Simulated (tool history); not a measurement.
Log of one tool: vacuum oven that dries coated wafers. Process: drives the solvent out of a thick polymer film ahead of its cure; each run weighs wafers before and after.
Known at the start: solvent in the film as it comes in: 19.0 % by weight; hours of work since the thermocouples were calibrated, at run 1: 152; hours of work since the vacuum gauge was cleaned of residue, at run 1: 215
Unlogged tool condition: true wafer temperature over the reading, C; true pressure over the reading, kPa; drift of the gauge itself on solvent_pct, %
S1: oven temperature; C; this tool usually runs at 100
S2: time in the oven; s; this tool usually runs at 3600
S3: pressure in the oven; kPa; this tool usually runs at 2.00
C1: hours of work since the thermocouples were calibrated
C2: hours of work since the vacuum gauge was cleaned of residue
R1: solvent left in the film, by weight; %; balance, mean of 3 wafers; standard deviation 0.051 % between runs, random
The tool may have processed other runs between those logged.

Run 1, hour 0.0: usual settings; C1 152; C2 215. Result: R1 3.40 %.
Run 2, hour 12.7: usual settings but S2 6300 s; C1 157; C2 221. Result: R1 1.48 %.
Run 3, hour 27.9: usual settings; C1 163; C2 227. Result: R1 3.49 %.
Run 4, hour 45.4: usual settings; C1 171; C2 234. Result: R1 3.31 %.
Run 5, hour 67.5: usual settings; C1 180; C2 243. Result: R1 3.41 %.
Run 6, hour 93.1: usual settings; C1 191; C2 254. Result: R1 3.43 %.
Run 7, hour 115.5: usual settings but S1 99 C; C1 200; C2 263. Result: R1 3.75 %.
Run 8, hour 139.5: usual settings but S1 99 C; C1 210; C2 273. Result: R1 3.69 %.
Run 9, hour 151.4: usual settings but S1 99 C; C1 215; C2 278. Result: R1 3.71 %.
Run 10, hour 168.9: usual settings but S1 99 C; C1 222; C2 286. Result: R1 3.85 %.
Run 11, hour 186.0: usual settings but S1 95 C; C1 229; C2 293. Result: R1 5.42 %.
Run 12, hour 210.7: usual settings but S1 115 C; C1 239; C2 303. Result: R1 0.53 %.
Run 13, hour 236.9: usual settings but S3 3.10 kPa; C1 250; C2 314. Result: R1 3.73 %.
At hour 240.0: oven's thermocouples calibrated.
Run 14, hour 254.3: usual settings; C1 6; C2 320. Result: R1 3.33 %.
Run 15, hour 275.8: usual settings but S2 3840 s; C1 15; C2 329. Result: R1 3.08 %.
Run 16, hour 287.0: usual settings; C1 20; C2 334. Result: R1 3.44 %.
Run 17, hour 303.6: usual settings; C1 26; C2 341. Result: R1 3.38 %.
Run 18, hour 324.6: usual settings; C1 35; C2 349. Result: R1 3.43 %.
Run 19, hour 338.0: usual settings; C1 41; C2 355. Result: R1 3.34 %.
At hour 361.1: oven's thermocouples calibrated, once more.
Run 20, hour 363.9: usual settings; C1 1; C2 365. Result: R1 3.30 %.
Run 21, hour 375.2: usual settings; C1 6; C2 370. Result: R1 3.26 %.
Run 22, hour 397.4: usual settings; C1 15; C2 379. Result: R1 3.31 %.
Run 23, hour 412.1: usual settings; C1 21; C2 385. Result: R1 3.30 %.
Run 24, hour 428.7: usual settings; C1 28; C2 392. Result: R1 3.24 %.
Run 25, hour 453.2: usual settings but S1 101 C, S2 2940 s; C1 38; C2 402. Result: R1 3.95 %.
Run 26, hour 475.8: usual settings but S1 101 C, S2 2940 s; C1 48; C2 411. Result: R1 3.91 %.
Run 27, hour 499.9: usual settings but S1 110 C; C1 58; C2 421. Result: R1 0.93 %.
Run 28, hour 515.3: usual settings but S1 110 C; C1 64; C2 428. Result: R1 0.95 %.
Run 29, hour 540.6: usual settings but S1 106 C, S2 6120 s, S3 1.39 kPa; C1 74; C2 438. Result: R1 0.56 %.
Run 30, hour 564.5: usual settings but S1 105 C, S2 2160 s, S3 4.41 kPa; C1 84; C2 448. Result: R1 4.52 %.
Run 31, hour 583.6: usual settings but S1 105 C, S2 2160 s, S3 4.41 kPa; C1 92; C2 456. Result: R1 4.51 %.
Run 32, hour 597.2: usual settings but S1 104 C, S2 2280 s, S3 4.92 kPa; C1 98; C2 462. Result: R1 4.70 %.
Run 33, hour 612.7: usual settings but S1 108 C, S3 2.35 kPa; C1 104; C2 468. Result: R1 1.24 %.
Run 34, hour 627.5: usual settings but S1 108 C, S2 4620 s, S3 1.42 kPa; C1 111; C2 474. Result: R1 0.65 %.
Run 35, hour 642.0: usual settings but S2 3120 s, S3 1.42 kPa; C1 117; C2 480. Result: R1 3.80 %.
Run 36, hour 659.4: usual settings but S2 3120 s, S3 1.42 kPa; C1 124; C2 488. Result: R1 3.80 %.
Run 37, hour 678.4: usual settings but S2 4440 s, S3 3.87 kPa; C1 132; C2 495. Result: R1 3.11 %.
Run 38, hour 691.1: usual settings but S2 4440 s, S3 3.87 kPa; C1 137; C2 501. Result: R1 2.99 %.
Run 39, hour 707.0: usual settings but S2 2880 s, S3 7.74 kPa; C1 144; C2 507. Result: R1 6.02 %.
Run 40, hour 731.6: usual settings but S1 90 C, S2 4380 s, S3 2.05 kPa; C1 154; C2 518. Result: R1 6.22 %.
Run 41, hour 747.6: usual settings but S1 90 C, S2 4380 s, S3 2.05 kPa; C1 160; C2 524. Result: R1 6.26 %.
Run 42, hour 767.9: usual settings but S1 90 C, S2 4380 s, S3 2.05 kPa; C1 169; C2 533. Result: R1 6.36 %.
Run 43, hour 779.7: usual settings but S1 91 C, S3 3.03 kPa; C1 174; C2 538. Result: R1 7.20 %.
Run 44, hour 793.4: usual settings but S1 91 C, S2 4080 s, S3 3.03 kPa; C1 179; C2 543. Result: R1 6.42 %.
Run 45, hour 819.7: usual settings but S1 87 C, S2 5580 s, S3 5.51 kPa; C1 190; C2 554. Result: R1 7.69 %.
Run 46, hour 839.1: usual settings but S1 103 C, S2 2640 s, S3 4.17 kPa; C1 198; C2 562. Result: R1 4.18 %.
Run 47, hour 855.9: usual settings but S1 110 C, S3 7.10 kPa; C1 205; C2 569. Result: R1 2.16 %.
Run 48, hour 870.4: usual settings but S1 110 C, S3 7.10 kPa; C1 211; C2 575. Result: R1 2.10 %.

Subtracting, for every run, the result it would have given without the tool's unlogged condition from the measured result gives the following. The same run-to-run variation enters both numbers; the gauge's scatter may not:
run     R1
  1  +0.09
  2  +0.06
  3  +0.09
  4  +0.08
  5  +0.07
  6  +0.07
  7  +0.08
  8  +0.06
  9  +0.06
 10  +0.06
 11  +0.07
 12  +0.02
 13  +0.05
 14  +0.05
 15  +0.05
 16  +0.05
 17  +0.04
 18  +0.04
 19  +0.04
 20  -0.04
 21  -0.03
 22  -0.05
 23  -0.04
 24  -0.05
 25  -0.05
 26  -0.07
 27  +0.00
 28  -0.01
 29  +0.02
 30  -0.09
 31  -0.09
 32  -0.09
 33  -0.02
 34  +0.00
 35  -0.10
 36  -0.10
 37  -0.08
 38  -0.08
 39  -0.12
 40  -0.13
 41  -0.14
 42  -0.14
 43  -0.15
 44  -0.14
 45  -0.16
 46  -0.14
 47  -0.04
 48  -0.04
